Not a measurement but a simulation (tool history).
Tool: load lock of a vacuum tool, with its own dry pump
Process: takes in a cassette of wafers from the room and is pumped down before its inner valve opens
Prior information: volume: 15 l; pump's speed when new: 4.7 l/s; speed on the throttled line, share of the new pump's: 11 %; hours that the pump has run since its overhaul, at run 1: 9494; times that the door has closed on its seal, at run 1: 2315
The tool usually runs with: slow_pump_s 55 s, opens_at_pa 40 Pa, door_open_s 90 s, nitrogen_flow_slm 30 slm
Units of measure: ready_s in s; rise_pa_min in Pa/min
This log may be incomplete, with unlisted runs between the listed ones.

run    hour  slow_pump_s  opens_at_pa  door_open_s  nitrogen_flow_slm  hours that the pump has run since its overhaul  times that the door has closed on its seal  incoming humidity of the room's air, %  ready_s  rise_pa_min
  1       0           55           40           90                 30                                            9494                                        2315                                    43.8     77.8        0.045
  2   123.1           55           40           90                 30                                            9617                                        2450                                    47.9     77.4        0.053
  3   249.1           55           40           90                 30                                            9743                                        2588                                      46     76.7        0.047
  4   356.1           55           40           90                 30                                            9850                                        2706                                    45.7     76.9        0.047
  5   469.3           55           28           90                 30                                            9963                                        2830                                    39.9     78.9        0.041
  6   585.7           55           40           90                 30                                           10079                                        2958                                    43.6     77.5         0.05
  7   742.3           55           40           90                 30                                           10236                                        3131                                    44.5     76.9        0.046
  8   863.2           55           40           90                 30                                           10357                                        3263                                    45.1     76.5        0.043
  9  1029.8           55           43           90                 30                                           10523                                        3447                                    43.8     77.1        0.046
 10  1160.1           55           43           90                 30                                           10654                                        3590                                    44.8     76.7        0.047
 11  1241.3           37           43           38                  6                                           10735                                        3679                                    44.9     61.1        0.048
 12  1328.1           37           43           38                  6                                           10822                                        3774                                    45.5     61.7        0.047
 13  1434.3           37           43           38                  6                                           10928                                        3891                                      41     62.5        0.047
 14  1569.1           79           65           86                 13                                           11063                                        4039                                    48.7     96.5         0.06
 15    1671           79           65           86                 13                                           11165                                        4151                                    43.2     95.8        0.057
 16  1835.1           79           41           44                 13                                           11329                                        4332                                      46     98.7         0.05
 17    1915           79           41           44                 19                                           11409                                        4420                                    45.3     98.5        0.047
 18  2044.2           79           41           44                 19                                           11538                                        4562                                      44     98.8        0.047

Pick out some run-to-run changes in ready_s. Of each, how much would a tool without hidden state show as well, from the settings, what came in and chance, and how much is left for the hidden state and any gauge scatter not in both results compared?
What the log doesn't record here: pump's speed, % of a new pump's; leak at the door's seal, Pa l/s; drift of the gauge itself on ready_s, %; drift of the gauge itself on rise_pa_min, %.
Run 13 -> 14: slow_pump_s 37 -> 79, opens_at_pa 43 -> 65, door_open_s 38 -> 86, nitrogen_flow_slm 6 -> 13. ready_s +34 s: hidden state -1.4, all else +35.4.
